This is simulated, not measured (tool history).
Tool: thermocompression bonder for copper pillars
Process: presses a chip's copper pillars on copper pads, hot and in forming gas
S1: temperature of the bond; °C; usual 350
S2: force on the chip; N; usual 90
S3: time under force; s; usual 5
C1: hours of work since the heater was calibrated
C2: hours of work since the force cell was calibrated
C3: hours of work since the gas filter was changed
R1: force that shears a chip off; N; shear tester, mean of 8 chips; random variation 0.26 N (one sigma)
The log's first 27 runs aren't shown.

| run | hour | S1 | S2 | S3 | C1 | C2 | C3 | R1 |
|---|---|---|---|---|---|---|---|---|
| 28 | 278.3 | 323 | 60 | 3 | 301 | 68 | 172 | 24.0 |
| 29 | 291.5 | 353 | 62 | 5 | 309 | 76 | 180 | 38.6 |
| 30 | 303.3 | 320 | 59 | 8 | 316 | 83 | 188 | 34.6 |
|  | 312.9 | forming gas filter changed |
| 31 | 318.0 | 320 | 59 | 8 | 325 | 92 | 3 | 39.5 |
| 32 | 331.2 | 320 | 59 | 8 | 333 | 100 | 11 | 38.9 |
| 33 | 341.6 | 377 | 59 | 7 | 339 | 106 | 17 | 55.8 |
| 34 | 355.0 | 377 | 59 | 7 | 347 | 114 | 26 | 55.7 |
| 35 | 366.6 | 376 | 59 | 13 | 354 | 121 | 33 | 68.3 |

Forecast each of these 3 alternatives for the next run:
| A | 377.6 | 376 | 59 | 11 | 361 | 128 | 39 | ? |
| B | 377.6 | 356 | 76 | 4 | 361 | 128 | 39 | ? |
| C | 377.6 | 342 | 60 | 4 | 361 | 128 | 39 | ? |

| run | R1 |
|---|---|
| A | 65.1 |
| B | 45.0 |
| C | 35.0 |
Without the tool's hidden state the same runs would have given:
| run | R1 |
|---|---|
| A | 65.5 |
| B | 45.1 |
| C | 35.0 |
